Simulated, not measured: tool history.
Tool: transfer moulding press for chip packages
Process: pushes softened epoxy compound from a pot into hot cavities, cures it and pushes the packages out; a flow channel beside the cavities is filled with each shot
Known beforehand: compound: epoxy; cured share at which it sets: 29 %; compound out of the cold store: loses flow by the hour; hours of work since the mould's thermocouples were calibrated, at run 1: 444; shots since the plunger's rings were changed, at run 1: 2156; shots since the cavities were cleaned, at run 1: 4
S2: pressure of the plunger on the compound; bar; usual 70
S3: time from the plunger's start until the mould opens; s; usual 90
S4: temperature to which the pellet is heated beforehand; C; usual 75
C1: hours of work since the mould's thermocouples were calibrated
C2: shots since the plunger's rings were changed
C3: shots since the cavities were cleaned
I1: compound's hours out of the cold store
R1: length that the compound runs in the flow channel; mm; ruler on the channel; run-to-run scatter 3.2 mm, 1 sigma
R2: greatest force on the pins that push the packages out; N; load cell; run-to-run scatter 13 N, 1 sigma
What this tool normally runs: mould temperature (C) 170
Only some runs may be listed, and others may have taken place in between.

run 1 hour=0 | mould_temperature_(C)=170 S2=70 S3=90 S4=75 | C1=444 C2=2156 C3=4 | I1=9.8 | R1=982 R2=649
-- hour=38.6 cavities cleaned with cleaning compound and waxed
run 2 hour=48.5 | mould_temperature_(C)=170 S2=70 S3=90 S4=75 | C1=476 C2=2767 C3=129 | I1=28.7 | R1=877 R2=576
-- hour=75 cavities cleaned with cleaning compound and waxed
run 3 hour=94.6 | mould_temperature_(C)=170 S2=70 S3=90 S4=75 | C1=506 C2=3347 C3=255 | I1=47.4 | R1=797 R2=586
-- hour=116.1 cavities cleaned with cleaning compound and waxed
run 4 hour=139.4 | mould_temperature_(C)=170 S2=70 S3=90 S4=75 | C1=536 C2=3910 C3=303 | I1=46.1 | R1=794 R2=574
-- hour=153.3 cavities cleaned with cleaning compound and waxed
-- hour=188.6 cavities cleaned with cleaning compound and waxed
-- hour=201.2 plunger's sealing rings changed
run 5 hour=219.7 | mould_temperature_(C)=170 S2=70 S3=90 S4=75 | C1=586 C2=241 C3=372 | I1=31.9 | R1=862 R2=582
-- hour=227.6 cavities cleaned with cleaning compound and waxed
-- hour=263.3 cavities cleaned with cleaning compound and waxed
run 6 hour=263.8 | mould_temperature_(C)=170 S2=70 S3=90 S4=75 | C1=614 C2=775 C3=6 | I1=45.1 | R1=800 R2=572
-- hour=299 cavities cleaned with cleaning compound and waxed
-- hour=334.8 cavities cleaned with cleaning compound and waxed
run 7 hour=350.1 | mould_temperature_(C)=170 S2=70 S3=90 S4=75 | C1=670 C2=1859 C3=199 | I1=30.2 | R1=873 R2=614
-- hour=374.2 cavities cleaned with cleaning compound and waxed
-- hour=413.5 cavities cleaned with cleaning compound and waxed
run 8 hour=414 | mould_temperature_(C)=173 S2=71.7 S3=74 S4=80 | C1=711 C2=2650 C3=6 | I1=21.4 | R1=913 R2=750
-- hour=450.4 cavities cleaned with cleaning compound and waxed
run 9 hour=479.2 | mould_temperature_(C)=164 S2=81.4 S3=74 S4=68 | C1=754 C2=3479 C3=374 | I1=30.5 | R1=971 R2=1475
-- hour=487.3 cavities cleaned with cleaning compound and waxed
-- hour=524.5 cavities cleaned with cleaning compound and waxed
-- hour=563.6 cavities cleaned with cleaning compound and waxed
run 10 hour=563.6 | mould_temperature_(C)=163 S2=70 S3=90 S4=73 | C1=808 C2=4518 C3=0 | I1=9.3 | R1=1024 R2=1096
-- hour=577.9 plunger's sealing rings changed
-- hour=604.3 cavities cleaned with cleaning compound and waxed
run 11 hour=632.3 | mould_temperature_(C)=163 S2=75.5 S3=90 S4=73 | C1=852 C2=688 C3=364 | I1=24.2 | R1=980 R2=1072
-- hour=640.3 cavities cleaned with cleaning compound and waxed
-- hour=669.5 mould's thermocouples calibrated
-- hour=681.3 cavities cleaned with cleaning compound and waxed
run 12 hour=696.8 | mould_temperature_(C)=170 S2=70 S3=90 S4=75 | C1=17 C2=1462 C3=201 | I1=32.8 | R1=862 R2=608

Some steps in R2 between neighbouring runs. How much of each would the tool show without its hidden state too (settings, what came in, random variation), and how much is left for the hidden state, with any gauge scatter that isn't in both results?
Unlogged tool condition in this case: true mould temperature over the reading, C; pressure that reaches the compound, % of what is set; grip of the stained cavities, % over clean ones'; drift of the gauge itself on flow_mm, %; drift of the gauge itself on push_out_n, %.
Run 8 -> 9: mould temperature (C) 173 -> 164, S2 71.7 -> 81.4, S4 80 -> 68, cavities cleaned with cleaning compound and waxed. R2 +725 N: hidden state +22, all else +703.

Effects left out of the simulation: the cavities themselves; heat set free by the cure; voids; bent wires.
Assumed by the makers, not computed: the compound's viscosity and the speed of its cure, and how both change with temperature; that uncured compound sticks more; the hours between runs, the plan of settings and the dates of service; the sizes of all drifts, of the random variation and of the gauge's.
